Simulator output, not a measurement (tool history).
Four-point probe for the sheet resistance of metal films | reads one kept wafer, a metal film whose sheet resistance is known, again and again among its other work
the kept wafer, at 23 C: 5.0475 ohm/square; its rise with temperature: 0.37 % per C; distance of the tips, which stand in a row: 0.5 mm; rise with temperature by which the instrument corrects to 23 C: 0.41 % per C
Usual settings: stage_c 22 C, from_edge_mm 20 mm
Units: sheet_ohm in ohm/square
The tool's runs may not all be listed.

| run | day | stage_c | from_edge_mm | sheet_ohm |
|---|---|---|---|---|
| 1 | 0 | 22 | 20 | 5.050663 |
| 2 | 1.242 | 22 | 6 | 5.069793 |
| 3 | 2.512 | 22 | 20 | 5.05245 |
| 4 | 3.383 | 27 | 20 | 5.040824 |
| 5 | 4.871 | 27 | 20 | 5.040896 |
| 6 | 6.658 | 27 | 20 | 5.04036 |
| 7 | 8.421 | 27 | 20 | 5.039159 |
| 8 | 10.121 | 27 | 20 | 5.042176 |
| 9 | 11.408 | 27 | 20 | 5.038882 |
| 10 | 12.55 | 22 | 24 | 5.05032 |
| 11 | 13.696 | 22 | 24 | 5.052049 |
| 12 | 14.854 | 22 | 24 | 5.051706 |
| 13 | 15.679 | 26 | 20 | 5.042534 |
| 14 | 17.196 | 22 | 20 | 5.050289 |
| 15 | 18.962 | 22 | 20 | 5.051285 |
| 16 | 19.708 | 22 | 27 | 5.049726 |
| 17 | 20.454 | 22 | 27 | 5.050506 |
| 18 | 21.767 | 22 | 27 | 5.049598 |
| 19 | 23.525 | 22 | 27 | 5.051102 |
| 20 | 24.275 | 22 | 20 | 5.05128 |
| 21 | 26.038 | 22 | 20 | 5.051013 |
| 22 | 26.917 | 19 | 3 | 5.129181 |
| 23 | 27.771 | 19 | 3 | 5.128245 |
| 24 | 29.092 | 19 | 3 | 5.13106 |
| 25 | 30.167 | 33 | 37 | 5.027572 |
| 26 | 31.8 | 22 | 11 | 5.055526 |
| 27 | 32.925 | 22 | 5 | 5.07576 |
| 28 | 33.996 | 19 | 3 | 5.130165 |
| 29 | 35.071 | 26 | 8 | 5.053642 |
| 30 | 36.421 | 23 | 3 | 5.121351 |
| 31 | 38.196 | 19 | 40 | 5.056321 |
| 32 | 39.446 | 22 | 3 | 5.122742 |
| 33 | 41.171 | 22 | 3 | 5.123353 |
| 34 | 42.592 | 22 | 3 | 5.122522 |
| 35 | 44.067 | 35 | 6 | 5.044166 |
| 36 | 45.517 | 35 | 6 | 5.04384 |
| 37 | 46.658 | 20 | 60 | 5.051768 |
| 38 | 48.262 | 26 | 9 | 5.049468 |
| 39 | 49.35 | 28 | 18 | 5.039064 |
| 40 | 50.146 | 27 | 20 | 5.040797 |
| 41 | 51.212 | 28 | 14 | 5.040042 |
| 42 | 52.417 | 28 | 14 | 5.041461 |

5 ways to go on from here, each from the tool as it stands after run 42. What would each give?
| A | 53.15 | 29 | 37 | ? |
| B | 53.15 | 21 | 40 | ? |
| C | 53.15 | 20 | 43 | ? |
| D | 53.15 | 32 | 15 | ? |
| E | 53.15 | 23 | 8 | ? |

| run | sheet_ohm |
|---|---|
| A | 5.035962 |
| B | 5.050498 |
| C | 5.053953 |
| D | 5.033286 |
| E | 5.059956 |
Without the tool's hidden state the same runs would have given:
| run | sheet_ohm |
|---|---|
| A | 5.036322 |
| B | 5.050861 |
| C | 5.054317 |
| D | 5.033646 |
| E | 5.06032 |
